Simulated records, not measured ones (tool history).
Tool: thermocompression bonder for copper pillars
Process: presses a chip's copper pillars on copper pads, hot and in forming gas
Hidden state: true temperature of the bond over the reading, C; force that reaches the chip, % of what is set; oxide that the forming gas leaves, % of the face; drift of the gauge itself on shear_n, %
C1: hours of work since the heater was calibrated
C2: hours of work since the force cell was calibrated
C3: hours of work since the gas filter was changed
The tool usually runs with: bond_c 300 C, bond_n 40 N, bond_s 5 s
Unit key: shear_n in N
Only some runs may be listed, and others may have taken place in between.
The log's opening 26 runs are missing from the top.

{"run": 27, "hour": 251.9, "bond_c": 281, "bond_n": 40, "bond_s": 5, "C1": 1008, "C2": 211, "C3": 109, "shear_n": 32.4}
{"run": 28, "hour": 262.2, "bond_c": 312, "bond_n": 38, "bond_s": 5, "C1": 1013, "C2": 215, "C3": 114, "shear_n": 46.0}
{"run": 29, "hour": 270.9, "bond_c": 314, "bond_n": 42, "bond_s": 3, "C1": 1017, "C2": 220, "C3": 118, "shear_n": 42.0}
{"run": 30, "hour": 281.6, "bond_c": 314, "bond_n": 42, "bond_s": 3, "C1": 1022, "C2": 225, "C3": 123, "shear_n": 40.5}
{"run": 31, "hour": 292.9, "bond_c": 300, "bond_n": 40, "bond_s": 5, "C1": 1027, "C2": 230, "C3": 128, "shear_n": 41.8}
{"hour": 301.3, "done": "heater calibrated with a thermocouple chip"}
{"run": 32, "hour": 307.0, "bond_c": 300, "bond_n": 40, "bond_s": 5, "C1": 3, "C2": 236, "C3": 134, "shear_n": 45.4}
{"run": 33, "hour": 314.2, "bond_c": 300, "bond_n": 40, "bond_s": 6, "C1": 6, "C2": 239, "C3": 138, "shear_n": 48.5}
{"run": 34, "hour": 321.6, "bond_c": 323, "bond_n": 28, "bond_s": 3, "C1": 10, "C2": 243, "C3": 141, "shear_n": 38.1}
{"run": 35, "hour": 331.0, "bond_c": 274, "bond_n": 28, "bond_s": 3, "C1": 14, "C2": 247, "C3": 145, "shear_n": 20.5}
{"run": 36, "hour": 339.0, "bond_c": 274, "bond_n": 28, "bond_s": 3, "C1": 18, "C2": 251, "C3": 149, "shear_n": 20.3}
{"run": 37, "hour": 348.4, "bond_c": 274, "bond_n": 28, "bond_s": 3, "C1": 22, "C2": 255, "C3": 154, "shear_n": 20.3}
{"run": 38, "hour": 356.6, "bond_c": 274, "bond_n": 40, "bond_s": 7, "C1": 26, "C2": 259, "C3": 158, "shear_n": 37.7}
{"run": 39, "hour": 366.9, "bond_c": 274, "bond_n": 40, "bond_s": 7, "C1": 31, "C2": 264, "C3": 162, "shear_n": 36.9}

Consider 4 possible next runs. They are alternatives, not a sequence: every one starts from the tool as it was left by run 39. What does each give?
{"run": "A", "hour": 376.0, "bond_c": 298, "bond_n": 40, "bond_s": 7, "C1": 35, "C2": 268, "C3": 167, "shear_n": "?"}
{"run": "B", "hour": 376.0, "bond_c": 272, "bond_n": 29, "bond_s": 12, "C1": 35, "C2": 268, "C3": 167, "shear_n": "?"}
{"run": "C", "hour": 376.0, "bond_c": 275, "bond_n": 40, "bond_s": 7, "C1": 35, "C2": 268, "C3": 167, "shear_n": "?"}
{"run": "D", "hour": 376.0, "bond_c": 297, "bond_n": 45, "bond_s": 4, "C1": 35, "C2": 268, "C3": 167, "shear_n": "?"}

run=A shear_n=49.3
run=B shear_n=36.0
run=C shear_n=37.4
run=D shear_n=42.9
Without the tool's unlogged condition, the same runs would have read:
run=A shear_n=52.1
run=B shear_n=38.1
run=C shear_n=39.6
run=D shear_n=45.3
